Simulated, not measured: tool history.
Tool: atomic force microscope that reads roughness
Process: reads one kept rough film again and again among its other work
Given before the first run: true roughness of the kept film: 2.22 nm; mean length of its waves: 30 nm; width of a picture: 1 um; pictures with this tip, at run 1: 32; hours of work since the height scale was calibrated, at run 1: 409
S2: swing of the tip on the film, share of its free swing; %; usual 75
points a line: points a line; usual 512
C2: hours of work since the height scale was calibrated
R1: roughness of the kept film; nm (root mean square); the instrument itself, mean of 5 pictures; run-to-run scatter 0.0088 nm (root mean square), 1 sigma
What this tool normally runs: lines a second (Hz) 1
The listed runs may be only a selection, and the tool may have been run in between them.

run 1 hour=0 | lines_a_second_(Hz)=1 S2=75 points_a_line=512 | pictures_with_this_tip=32 C2=409 | R1=1.864
-- hour=27.4 new tip fitted
run 2 hour=42.8 | lines_a_second_(Hz)=1 S2=75 points_a_line=512 | pictures_with_this_tip=35 C2=440 | R1=1.84
-- hour=69.9 new tip fitted
run 3 hour=77.9 | lines_a_second_(Hz)=1 S2=75 points_a_line=512 | pictures_with_this_tip=17 C2=465 | R1=1.894
-- hour=111.2 new tip fitted
run 4 hour=114.8 | lines_a_second_(Hz)=1 S2=75 points_a_line=512 | pictures_with_this_tip=8 C2=491 | R1=1.926
-- hour=153.3 new tip fitted
run 5 hour=174.8 | lines_a_second_(Hz)=1 S2=75 points_a_line=512 | pictures_with_this_tip=48 C2=534 | R1=1.811
-- hour=195.6 new tip fitted
run 6 hour=222.5 | lines_a_second_(Hz)=1 S2=75 points_a_line=512 | pictures_with_this_tip=60 C2=569 | R1=1.771
-- hour=238 new tip fitted
run 7 hour=254 | lines_a_second_(Hz)=1 S2=75 points_a_line=512 | pictures_with_this_tip=35 C2=591 | R1=1.847
-- hour=279.7 new tip fitted
run 8 hour=284.3 | lines_a_second_(Hz)=1 S2=75 points_a_line=512 | pictures_with_this_tip=10 C2=613 | R1=1.904
-- hour=325.5 new tip fitted
run 9 hour=346.8 | lines_a_second_(Hz)=1 S2=75 points_a_line=512 | pictures_with_this_tip=47 C2=658 | R1=1.797
-- hour=370.4 new tip fitted
run 10 hour=379.1 | lines_a_second_(Hz)=0.65 S2=75 points_a_line=512 | pictures_with_this_tip=19 C2=681 | R1=1.921
-- hour=412.4 new tip fitted
run 11 hour=419 | lines_a_second_(Hz)=1 S2=75 points_a_line=512 | pictures_with_this_tip=15 C2=709 | R1=1.89
-- hour=454.9 new tip fitted
run 12 hour=478.8 | lines_a_second_(Hz)=1 S2=75 points_a_line=512 | pictures_with_this_tip=54 C2=752 | R1=1.781
-- hour=499.9 new tip fitted
run 13 hour=530.4 | lines_a_second_(Hz)=1 S2=75 points_a_line=512 | pictures_with_this_tip=68 C2=789 | R1=1.738
-- hour=541.1 new tip fitted
run 14 hour=580.3 | lines_a_second_(Hz)=1 S2=88 points_a_line=512 | pictures_with_this_tip=88 C2=825 | R1=1.631
-- hour=583.9 new tip fitted
run 15 hour=616.7 | lines_a_second_(Hz)=1 S2=88 points_a_line=512 | pictures_with_this_tip=73 C2=851 | R1=1.658
-- hour=625.9 new tip fitted
-- hour=667 new tip fitted
run 16 hour=683.6 | lines_a_second_(Hz)=1 S2=88 points_a_line=512 | pictures_with_this_tip=37 C2=899 | R1=1.728
-- hour=709.5 new tip fitted
run 17 hour=733.3 | lines_a_second_(Hz)=1 S2=88 points_a_line=512 | pictures_with_this_tip=53 C2=935 | R1=1.707
-- hour=750.7 new tip fitted
run 18 hour=761.6 | lines_a_second_(Hz)=1 S2=75 points_a_line=642 | pictures_with_this_tip=25 C2=955 | R1=1.852
-- hour=792.5 new tip fitted
run 19 hour=817.4 | lines_a_second_(Hz)=1 S2=75 points_a_line=642 | pictures_with_this_tip=56 C2=995 | R1=1.805
-- hour=833.3 new tip fitted
run 20 hour=853.9 | lines_a_second_(Hz)=1 S2=75 points_a_line=642 | pictures_with_this_tip=46 C2=1021 | R1=1.797
-- hour=877.9 new tip fitted
run 21 hour=895.2 | lines_a_second_(Hz)=1 S2=75 points_a_line=512 | pictures_with_this_tip=39 C2=1051 | R1=1.825
-- hour=920.9 new tip fitted
run 22 hour=952.1 | lines_a_second_(Hz)=1 S2=75 points_a_line=729 | pictures_with_this_tip=70 C2=1092 | R1=1.752
-- hour=961.6 new tip fitted
run 23 hour=997.7 | lines_a_second_(Hz)=1 S2=75 points_a_line=512 | pictures_with_this_tip=81 C2=1124 | R1=1.741
-- hour=1002.4 new tip fitted
run 24 hour=1034 | lines_a_second_(Hz)=0.68 S2=75 points_a_line=512 | pictures_with_this_tip=70 C2=1150 | R1=1.751
-- hour=1048.2 new tip fitted
-- hour=1089.6 new tip fitted
run 25 hour=1089.6 | lines_a_second_(Hz)=0.68 S2=75 points_a_line=512 | pictures_with_this_tip=0 C2=1190 | R1=1.938
run 26 hour=1118.2 | lines_a_second_(Hz)=0.51 S2=71 points_a_line=416 | pictures_with_this_tip=64 C2=1211 | R1=1.808
-- hour=1132 new tip fitted
-- hour=1133 height scale calibrated on a step standard
run 27 hour=1172.6 | lines_a_second_(Hz)=0.67 S2=86 points_a_line=512 | pictures_with_this_tip=89 C2=29 | R1=1.674
-- hour=1178.7 new tip fitted
-- hour=1220.5 new tip fitted
run 28 hour=1237.8 | lines_a_second_(Hz)=0.67 S2=86 points_a_line=512 | pictures_with_this_tip=38 C2=75 | R1=1.803
-- hour=1262.6 new tip fitted
run 29 hour=1271.1 | lines_a_second_(Hz)=0.67 S2=86 points_a_line=512 | pictures_with_this_tip=19 C2=99 | R1=1.834
-- hour=1298.6 height scale calibrated on a step standard, once more
run 30 hour=1301 | lines_a_second_(Hz)=1.15 S2=75 points_a_line=277 | pictures_with_this_tip=84 C2=2 | R1=1.701
-- hour=1307.3 new tip fitted
-- hour=1350.3 new tip fitted
run 31 hour=1366.5 | lines_a_second_(Hz)=0.91 S2=75 points_a_line=512 | pictures_with_this_tip=36 C2=48 | R1=1.853
-- hour=1394.5 new tip fitted
run 32 hour=1406.2 | lines_a_second_(Hz)=0.91 S2=75 points_a_line=512 | pictures_with_this_tip=26 C2=77 | R1=1.884
-- hour=1436.3 new tip fitted
run 33 hour=1451.2 | lines_a_second_(Hz)=2.58 S2=58 points_a_line=502 | pictures_with_this_tip=34 C2=109 | R1=1.881
-- hour=1476.9 new tip fitted
run 34 hour=1505.8 | lines_a_second_(Hz)=2.58 S2=58 points_a_line=502 | pictures_with_this_tip=65 C2=148 | R1=1.769
-- hour=1519.6 new tip fitted
run 35 hour=1546 | lines_a_second_(Hz)=2.58 S2=58 points_a_line=502 | pictures_with_this_tip=59 C2=177 | R1=1.8
-- hour=1560.7 new tip fitted
-- hour=1602 new tip fitted
run 36 hour=1610.5 | lines_a_second_(Hz)=2.58 S2=58 points_a_line=502 | pictures_with_this_tip=19 C2=223 | R1=1.912
-- hour=1646.7 new tip fitted
run 37 hour=1664.8 | lines_a_second_(Hz)=2.56 S2=62 points_a_line=413 | pictures_with_this_tip=41 C2=262 | R1=1.822
-- hour=1689.9 new tip fitted
run 38 hour=1693.2 | lines_a_second_(Hz)=3.45 S2=82 points_a_line=962 | pictures_with_this_tip=7 C2=282 | R1=1.602
-- hour=1731.7 new tip fitted
run 39 hour=1759.7 | lines_a_second_(Hz)=1.38 S2=77 points_a_line=656 | pictures_with_this_tip=63 C2=330 | R1=1.721
-- hour=1775.6 new tip fitted
run 40 hour=1807 | lines_a_second_(Hz)=1 S2=69 points_a_line=512 | pictures_with_this_tip=70 C2=364 | R1=1.786
-- hour=1818.6 new tip fitted
-- hour=1859.1 new tip fitted
run 41 hour=1859.1 | lines_a_second_(Hz)=1.17 S2=81 points_a_line=426 | pictures_with_this_tip=0 C2=401 | R1=1.88
-- hour=1900.3 new tip fitted
run 42 hour=1914.7 | lines_a_second_(Hz)=1.82 S2=82 points_a_line=373 | pictures_with_this_tip=32 C2=441 | R1=1.677
-- hour=1942.7 new tip fitted
run 43 hour=1960.1 | lines_a_second_(Hz)=1.82 S2=82 points_a_line=373 | pictures_with_this_tip=39 C2=474 | R1=1.691
-- hour=1985.6 new tip fitted
run 44 hour=2008.3 | lines_a_second_(Hz)=0.89 S2=56 points_a_line=351 | pictures_with_this_tip=51 C2=508 | R1=1.869
-- hour=2029 new tip fitted
-- hour=2070.8 new tip fitted
run 45 hour=2070.8 | lines_a_second_(Hz)=1.27 S2=75 points_a_line=512 | pictures_with_this_tip=0 C2=553 | R1=1.909
run 46 hour=2109.3 | lines_a_second_(Hz)=2.48 S2=73 points_a_line=300 | pictures_with_this_tip=86 C2=581 | R1=1.595
-- hour=2114 new tip fitted
-- hour=2158.1 new tip fitted
run 47 hour=2173.7 | lines_a_second_(Hz)=1 S2=75 points_a_line=911 | pictures_with_this_tip=35 C2=627 | R1=1.858
-- hour=2201.9 new tip fitted
run 48 hour=2206.7 | lines_a_second_(Hz)=1 S2=88 points_a_line=830 | pictures_with_this_tip=11 C2=650 | R1=1.798

Some steps in R1 between neighbouring runs. How much of each would the tool show without its hidden state too (settings, what came in, random variation), and how much is left for the hidden state, with any gauge scatter that isn't in both results?
Hidden state present: radius of the tip, nm; height scale over the true one, %; drift of the gauge itself on roughness_nm, %.
Run 24 -> 25: new tip fitted, new tip fitted. R1 +0.187 nm (root mean square): hidden state +0.187, all else +0.
Run 37 -> 38: lines a second (Hz) 2.56 -> 3.45, S2 62 -> 82, points a line 413 -> 962, new tip fitted. R1 -0.22 nm (root mean square): hidden state +0.069, all else -0.289.
Run 40 -> 41: lines a second (Hz) 1 -> 1.17, S2 69 -> 81, points a line 512 -> 426, new tip fitted, new tip fitted. R1 +0.094 nm (root mean square): hidden state +0.171, all else -0.077.
Run 45 -> 46: lines a second (Hz) 1.27 -> 2.48, S2 75 -> 73, points a line 512 -> 300. R1 -0.314 nm (root mean square): hidden state -0.187, all else -0.127.
Run 46 -> 47: lines a second (Hz) 2.48 -> 1, S2 73 -> 75, points a line 300 -> 911, new tip fitted, new tip fitted. R1 +0.263 nm (root mean square): hidden state +0.118, all else +0.145.

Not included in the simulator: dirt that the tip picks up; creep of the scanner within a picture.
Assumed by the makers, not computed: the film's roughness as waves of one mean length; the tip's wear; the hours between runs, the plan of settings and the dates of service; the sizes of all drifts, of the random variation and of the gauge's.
